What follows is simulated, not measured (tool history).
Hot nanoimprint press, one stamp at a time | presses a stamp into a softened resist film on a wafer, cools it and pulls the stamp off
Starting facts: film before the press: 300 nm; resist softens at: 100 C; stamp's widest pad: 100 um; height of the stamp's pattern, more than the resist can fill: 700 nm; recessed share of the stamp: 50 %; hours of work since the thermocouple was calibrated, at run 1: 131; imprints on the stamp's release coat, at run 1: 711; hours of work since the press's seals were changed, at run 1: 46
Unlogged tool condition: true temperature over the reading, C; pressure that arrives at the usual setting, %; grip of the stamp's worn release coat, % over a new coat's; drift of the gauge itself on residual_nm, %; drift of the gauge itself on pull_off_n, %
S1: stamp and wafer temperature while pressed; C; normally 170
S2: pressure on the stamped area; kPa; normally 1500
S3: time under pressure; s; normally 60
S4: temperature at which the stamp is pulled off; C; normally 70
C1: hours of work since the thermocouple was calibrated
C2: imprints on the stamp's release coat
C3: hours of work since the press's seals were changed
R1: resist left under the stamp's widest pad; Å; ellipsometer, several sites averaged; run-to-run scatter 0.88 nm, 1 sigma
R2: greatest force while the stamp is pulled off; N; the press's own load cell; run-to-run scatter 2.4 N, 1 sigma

| run | day | S1 | S2 | S3 | S4 | C1 | C2 | C3 | R1 | R2 |
|---|---|---|---|---|---|---|---|---|---|---|
| 1 | 0.000 | 170 | 1500 | 60 | 70 | 131 | 711 | 46 | 1224 | 128 |
| 2 | 2.312 | 170 | 1500 | 60 | 70 | 172 | 851 | 88 | 1230 | 133 |
| 3 | 4.625 | 170 | 1500 | 60 | 70 | 214 | 991 | 129 | 1257 | 147 |
| 4 | 5.996 | 170 | 1500 | 60 | 70 | 238 | 1073 | 154 | 1258 | 144 |
| 5 | 7.596 | 170 | 1500 | 60 | 70 | 267 | 1170 | 183 | 1259 | 139 |
| 6 | 9.646 | 170 | 1500 | 60 | 70 | 304 | 1294 | 219 | 1273 | 147 |
| 7 | 12.583 | 170 | 1500 | 60 | 60 | 356 | 1471 | 272 | 1279 | 171 |
|  | 14.117 | plate thermocouple calibrated |
|  | 14.367 | stamp cleaned and given a new release coat |
| 8 | 14.367 | 170 | 1500 | 60 | 60 | 0 | 0 | 297 | 1218 | 123 |
| 9 | 17.346 | 170 | 1500 | 60 | 71 | 53 | 180 | 351 | 1229 | 114 |
| 10 | 19.712 | 170 | 1500 | 60 | 71 | 96 | 323 | 393 | 1248 | 122 |
| 11 | 22.421 | 170 | 1500 | 60 | 71 | 144 | 487 | 442 | 1256 | 127 |
| 12 | 23.721 | 169 | 1500 | 60 | 70 | 168 | 565 | 465 | 1338 | 129 |
| 13 | 25.525 | 169 | 1500 | 60 | 70 | 200 | 674 | 497 | 1330 | 129 |
| 14 | 27.862 | 170 | 1500 | 60 | 70 | 242 | 815 | 539 | 1274 | 137 |
|  | 29.558 | press's hydraulic seals changed and the load cell set to zero |
| 15 | 29.933 | 170 | 1500 | 60 | 70 | 273 | 921 | 7 | 1251 | 137 |
| 16 | 32.254 | 172 | 2330 | 99 | 70 | 315 | 1061 | 48 | 739 | 141 |
| 17 | 34.412 | 174 | 2030 | 62 | 77 | 353 | 1191 | 87 | 887 | 138 |
|  | 35.912 | plate thermocouple calibrated |
| 18 | 36.608 | 174 | 1040 | 62 | 77 | 13 | 1316 | 124 | 1151 | 140 |
| 19 | 38.271 | 174 | 1040 | 62 | 77 | 42 | 1417 | 154 | 1158 | 145 |
|  | 40.700 | stamp cleaned and given a new release coat |
| 20 | 41.375 | 163 | 2010 | 62 | 77 | 93 | 41 | 205 | 1559 | 104 |
| 21 | 44.096 | 160 | 1500 | 87 | 70 | 142 | 205 | 254 | 1830 | 117 |
| 22 | 45.379 | 160 | 1130 | 49 | 70 | 165 | 283 | 277 | 2314 | 120 |
| 23 | 46.971 | 177 | 1330 | 32 | 70 | 194 | 379 | 305 | 1198 | 123 |
| 24 | 49.846 | 170 | 940 | 60 | 70 | 245 | 553 | 357 | 1548 | 128 |
| 25 | 52.829 | 170 | 1500 | 49 | 66 | 299 | 733 | 410 | 1398 | 148 |
| 26 | 54.654 | 170 | 1860 | 72 | 58 | 331 | 843 | 443 | 1100 | 159 |
| 27 | 56.171 | 170 | 1860 | 72 | 58 | 359 | 935 | 470 | 1096 | 159 |
|  | 57.488 | plate thermocouple calibrated |
| 28 | 58.750 | 162 | 2370 | 33 | 75 | 23 | 1083 | 514 | 1885 | 133 |
| 29 | 60.708 | 182 | 2370 | 58 | 75 | 58 | 1201 | 549 | 521 | 140 |

Across each entry between runs, compare the hidden state at the last listed run before it with the hidden state at the first listed run after it:
Between runs 7 and 8: plate thermocouple calibrated (day 14.117); stamp cleaned and given a new release coat (day 14.367)
  true temperature over the reading, C: -1.18 -> -0.05; pressure that arrives at the usual setting, %: 97.84 -> 97.66; grip of the stamp's worn release coat, % over a new coat's: 38.2 -> 0
  difference, measured minus the result without the unlogged condition, R1: +90 -> +16 Å; R2: +48 -> +0 N
Between runs 14 and 15: press's hydraulic seals changed and the load cell set to zero (day 29.558)
  true temperature over the reading, C: -0.81 -> -0.9; pressure that arrives at the usual setting, %: 95.92 -> 99.66; grip of the stamp's worn release coat, % over a new coat's: 20.6 -> 23.4
  difference, measured minus the result without the unlogged condition, R1: +77 -> +61 Å; R2: +24 -> +27 N
Between runs 17 and 18: plate thermocouple calibrated (day 35.912)
  true temperature over the reading, C: -1.16 -> -0.04; pressure that arrives at the usual setting, %: 99.08 -> 98.82; grip of the stamp's worn release coat, % over a new coat's: 30.6 -> 34
  difference, measured minus the result without the unlogged condition, R1: +61 -> +7 Å; R2: +34 -> +36 N
Between runs 19 and 20: stamp cleaned and given a new release coat (day 40.700)
  true temperature over the reading, C: -0.14 -> -0.31; pressure that arrives at the usual setting, %: 98.6 -> 98.24; grip of the stamp's worn release coat, % over a new coat's: 36.7 -> 1
  difference, measured minus the result without the unlogged condition, R1: +14 -> +39 Å; R2: +40 -> +2 N
Between runs 27 and 28: plate thermocouple calibrated (day 57.488)
  true temperature over the reading, C: -1.18 -> 0.18; pressure that arrives at the usual setting, %: 96.41 -> 96.11; grip of the stamp's worn release coat, % over a new coat's: 23.7 -> 27.7
  difference, measured minus the result without the unlogged condition, R1: +91 -> +24 Å; R2: +33 -> +28 N

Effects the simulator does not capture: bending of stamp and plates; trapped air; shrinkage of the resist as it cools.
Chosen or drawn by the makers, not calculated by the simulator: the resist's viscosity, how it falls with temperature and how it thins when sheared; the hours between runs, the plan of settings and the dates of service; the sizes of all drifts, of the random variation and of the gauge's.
